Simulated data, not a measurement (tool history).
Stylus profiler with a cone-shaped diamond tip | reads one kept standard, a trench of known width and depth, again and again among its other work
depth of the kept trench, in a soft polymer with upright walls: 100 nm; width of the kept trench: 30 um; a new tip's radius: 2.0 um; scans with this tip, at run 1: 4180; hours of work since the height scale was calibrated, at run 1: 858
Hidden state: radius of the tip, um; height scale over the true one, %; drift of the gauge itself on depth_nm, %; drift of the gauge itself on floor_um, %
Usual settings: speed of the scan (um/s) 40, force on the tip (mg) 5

run	hour	speed of the scan (um/s)	force on the tip (mg)	scans with this tip	hours of work since the height scale was calibrated	depth of the trench (nm)	width of the trench's floor (µm)
1	0	40	5	4180	858	101.6	28.56
2	28.1	40	5	4282	879	101.52	28.53
3	54.3	40	5	4377	899	101.52	28.56
4	73.9	40	5	4448	913	101.68	28.56
5	95	28	5	4525	929	101.6	28.61
6	109	28	13.31	4576	939	102.79	28.64
7	134.9	28	3.22	4670	959	101.34	28.56
8	148.3	28	3.22	4719	969	101.34	28.55
9	170.5	40	5	4800	985	101.65	28.55
10	194.4	40	4.67	4887	1003	101.57	28.57
11	209.4	48	4.64	4941	1014	101.64	28.52
12	231.3	23	4.97	5021	1031	101.74	28.61
13	246.2	103	1.8	5075	1042	101.02	28.28
# hour 257.6: height scale calibrated on a step standard
14	269.9	35	2.67	5159	9	100.8	28.53
15	285.7	35	12.45	5217	21	102.34	28.6
16	314.5	35	12.45	5322	42	102.37	28.59
17	344.9	29	2.22	5432	65	100.78	28.52
18	371.8	62	5.96	5530	85	101.39	28.54
19	384.8	62	9.37	5577	95	102	28.58

5 ways to go on from here, each from the tool as it stands after run 19. What would each give?
A	405.5	49	9.37	5653	110	?	?
B	405.5	21	5.72	5653	110	?	?
C	405.5	130	3.94	5653	110	?	?
D	405.5	45	3.88	5653	110	?	?
E	405.5	16	6.98	5653	110	?	?

run	depth of the trench (nm)	width of the trench's floor (µm)
A	102.03	28.53
B	101.45	28.63
C	101.16	28.28
D	101.13	28.52
E	101.61	28.58
Without the tool's hidden state the same runs would have given:
run	depth of the trench (nm)	width of the trench's floor (µm)
A	101.96	28.64
B	101.38	28.74
C	101.09	28.4
D	101.06	28.63
E	101.54	28.7
